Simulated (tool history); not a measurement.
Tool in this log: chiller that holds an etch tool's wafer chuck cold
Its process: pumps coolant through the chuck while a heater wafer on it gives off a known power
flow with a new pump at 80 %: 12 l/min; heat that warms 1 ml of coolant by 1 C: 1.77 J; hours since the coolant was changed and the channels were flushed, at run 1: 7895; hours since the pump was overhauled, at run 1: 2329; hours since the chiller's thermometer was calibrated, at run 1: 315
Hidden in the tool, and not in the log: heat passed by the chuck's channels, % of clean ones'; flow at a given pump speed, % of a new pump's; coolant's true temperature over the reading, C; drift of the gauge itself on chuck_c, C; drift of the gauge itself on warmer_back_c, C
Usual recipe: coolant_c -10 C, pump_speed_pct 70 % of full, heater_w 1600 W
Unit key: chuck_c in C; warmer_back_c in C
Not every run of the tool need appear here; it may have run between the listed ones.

run,hour,coolant_c,pump_speed_pct,heater_w,hours since the coolant was changed and the channels were flushed,hours since the pump was overhauled,hours since the chiller's thermometer was calibrated,chuck_c,warmer_back_c
1,0.0,-10,70,1600,7895,2329,315,6.4,5.16
2,43.1,-10,70,1600,7938,2372,358,6.5,5.19
3,104.6,-10,70,1600,8000,2434,419,6.7,5.13
4,155.2,-10,70,1600,8050,2484,470,6.6,5.12
5,209.9,-4,70,1600,8105,2539,525,12.4,5.08
6,264.8,-4,70,1600,8160,2594,580,12.6,5.03
7,296.2,-12,70,1600,8191,2625,611,4.5,5.07
8,336.9,-12,70,1600,8232,2666,652,4.4,4.99
9,402.3,-12,70,1600,8297,2731,717,4.4,5.00
10,463.4,-12,70,1600,8359,2792,778,4.5,4.94
11,529.6,-13,70,1600,8425,2859,844,3.4,4.91
12,581.9,-10,70,2395,8477,2911,897,14.5,7.46
13,640.0,-10,70,2395,8535,2969,955,14.7,7.47
14,695.0,-10,70,2395,8590,3024,1010,14.6,7.46
15,736.4,-10,70,2395,8632,3065,1051,14.8,7.42
16,781.0,-10,70,1600,8676,3110,1096,6.6,4.76
17,841.1,-2,75,842,8736,3170,1156,6.1,2.11
# hour 852.0: gauge calibrated
18,881.6,0,70,911,8777,3211,1196,9.4,2.90
19,923.1,-10,70,1375,8818,3252,1238,4.2,4.41
20,955.7,-10,70,1375,8851,3285,1271,4.2,4.44
21,983.4,-14,99,1447,8879,3312,1298,-3.2,3.18
22,1046.2,-7,71,1879,8941,3375,1361,12.3,5.84
23,1101.0,-7,71,1879,8996,3430,1416,12.1,5.92
24,1129.1,-7,71,1879,9024,3458,1444,12.2,5.85
25,1167.6,-8,67,2200,9063,3497,1482,15.6,7.34
26,1218.1,-19,77,1716,9113,3547,1533,-2.9,4.84
27,1276.1,-10,82,1600,9171,3605,1591,4.2,4.17
28,1338.3,-17,97,1797,9234,3667,1653,-3.2,3.97
29,1400.0,-15,70,1600,9295,3729,1715,1.5,4.93
30,1439.2,-10,71,1374,9334,3768,1754,4.0,4.07
31,1501.7,-10,67,890,9397,3831,1816,-0.4,2.68

Measured less the same run without the tool's hidden state. The same run-to-run variation is in both; the gauge's scatter may not be:
run,warmer_back_c
1,+0.00
2,-0.03
3,-0.06
4,-0.08
5,-0.11
6,-0.14
7,-0.15
8,-0.18
9,-0.21
10,-0.24
11,-0.28
12,-0.30
13,-0.33
14,-0.37
15,-0.39
16,-0.41
17,-0.44
18,-0.01
19,-0.04
20,-0.06
21,-0.07
22,-0.10
23,-0.13
24,-0.15
25,-0.17
26,-0.19
27,-0.22
28,-0.26
29,-0.29
30,-0.31
31,-0.34
chuck_c: at most 0.1 C away from the measurement, every run.
